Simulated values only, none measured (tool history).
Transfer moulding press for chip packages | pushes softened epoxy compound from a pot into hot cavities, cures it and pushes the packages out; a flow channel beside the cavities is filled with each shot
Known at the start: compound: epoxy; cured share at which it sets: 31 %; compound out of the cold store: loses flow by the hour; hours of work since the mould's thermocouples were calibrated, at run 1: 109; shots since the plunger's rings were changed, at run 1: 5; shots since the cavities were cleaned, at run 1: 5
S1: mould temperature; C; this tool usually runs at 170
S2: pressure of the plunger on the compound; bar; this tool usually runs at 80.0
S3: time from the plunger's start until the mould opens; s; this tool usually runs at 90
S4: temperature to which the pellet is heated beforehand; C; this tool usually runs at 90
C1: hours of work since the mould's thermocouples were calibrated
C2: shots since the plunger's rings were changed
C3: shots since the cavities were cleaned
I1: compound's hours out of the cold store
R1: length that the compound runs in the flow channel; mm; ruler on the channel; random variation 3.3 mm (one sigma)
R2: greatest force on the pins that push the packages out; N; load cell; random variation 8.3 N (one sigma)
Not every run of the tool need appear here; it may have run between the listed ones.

run	hour	S1	S2	S3	S4	C1	C2	C3	I1	R1	R2
1	0.0	170	80.0	90	90	109	5	5	39.5	643	368
2	9.9	170	80.0	90	90	116	136	136	12.6	723	436
3	25.3	170	80.0	90	90	125	339	339	32.2	661	509
4	33.6	170	80.0	90	90	130	448	448	31.9	659	543
# hour 38.0: cavities cleaned with cleaning compound and waxed
5	45.9	170	62.6	90	90	137	592	105	36.9	561	405
6	54.5	170	84.2	90	98	143	706	219	23.4	695	447
7	69.7	170	84.2	90	98	152	906	419	47.4	617	516
# hour 72.9: mould's thermocouples calibrated
# hour 77.5: cavities cleaned with cleaning compound and waxed
8	80.6	170	67.4	130	90	4	1004	41	32.9	598	310
9	94.8	170	60.2	90	90	13	1192	229	25.7	574	466
10	104.8	167	60.2	96	90	19	1325	362	45.4	535	531

A few steps of R1 between consecutive runs. Split each: what settings, incoming material and random variation would produce without the hidden state, and what is left over for the hidden state, along with gauge scatter present in only one of the two compared results (measured, and without hidden state):
The hidden state here: true mould temperature over the reading, C; pressure that reaches the compound, % of what is set; grip of the stained cavities, % over clean ones'; drift of the gauge itself on flow_mm, %; drift of the gauge itself on push_out_n, %.
Run 5 -> 6: S2 62.6 -> 84.2, S4 90 -> 98. R1 +134 mm: hidden state -3, all else +137.
